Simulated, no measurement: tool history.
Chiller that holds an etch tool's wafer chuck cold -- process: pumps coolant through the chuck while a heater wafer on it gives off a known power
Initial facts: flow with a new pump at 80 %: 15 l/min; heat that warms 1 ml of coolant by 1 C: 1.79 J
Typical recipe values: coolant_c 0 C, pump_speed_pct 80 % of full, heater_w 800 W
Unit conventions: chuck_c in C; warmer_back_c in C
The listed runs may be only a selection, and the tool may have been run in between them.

run,hour,coolant_c,pump_speed_pct,heater_w,chuck_c,warmer_back_c
1,0,0,80,800,8.6,1.79
2,34.4,0,80,800,8.8,1.79
3,64.4,0,80,800,8.7,1.83
4,108.8,1,80,800,9.6,1.78
5,146.5,1,80,800,9.7,1.8
6,173.6,1,80,800,9.8,1.83
7,202.3,1,80,800,9.8,1.81
8,234.2,1,80,800,9.7,1.83
9,259,1,80,800,9.8,1.84
10,283.8,0,94,800,7.9,1.49
11,308,0,94,800,8,1.48
12,337.3,0,94,800,7.8,1.5
13,378.9,0,94,800,7.9,1.52
# hour 403.7: chiller's thermometer calibrated
14,421.1,0,94,800,7.5,1.45
15,462.6,0,87,746,7.4,1.57
16,508.8,-9,70,800,0.3,2.07
17,551.5,-3,72,499,2.5,1.26
18,576.9,-3,82,684,3.9,1.52
19,603,-6,70,800,3.1,2.13
20,644.2,0,88,421,3.9,0.88
21,680.2,0,73,421,4.9,1.08
22,725.7,-9,96,800,-1.4,1.53
23,751.6,0,87,800,7.9,1.72
24,789,-3,80,788,5.3,1.87
25,834.1,-3,80,788,5.4,1.74

Run 26 has not been measured yet. What should we expect?
26,858.6,4,80,665,?,?

chuck_c: 10.9 C
warmer_back_c: 1.52 C
The same run, on a tool lacking any hidden state, would have yielded chuck_c 9.8 C, warmer_back_c 1.49 C.
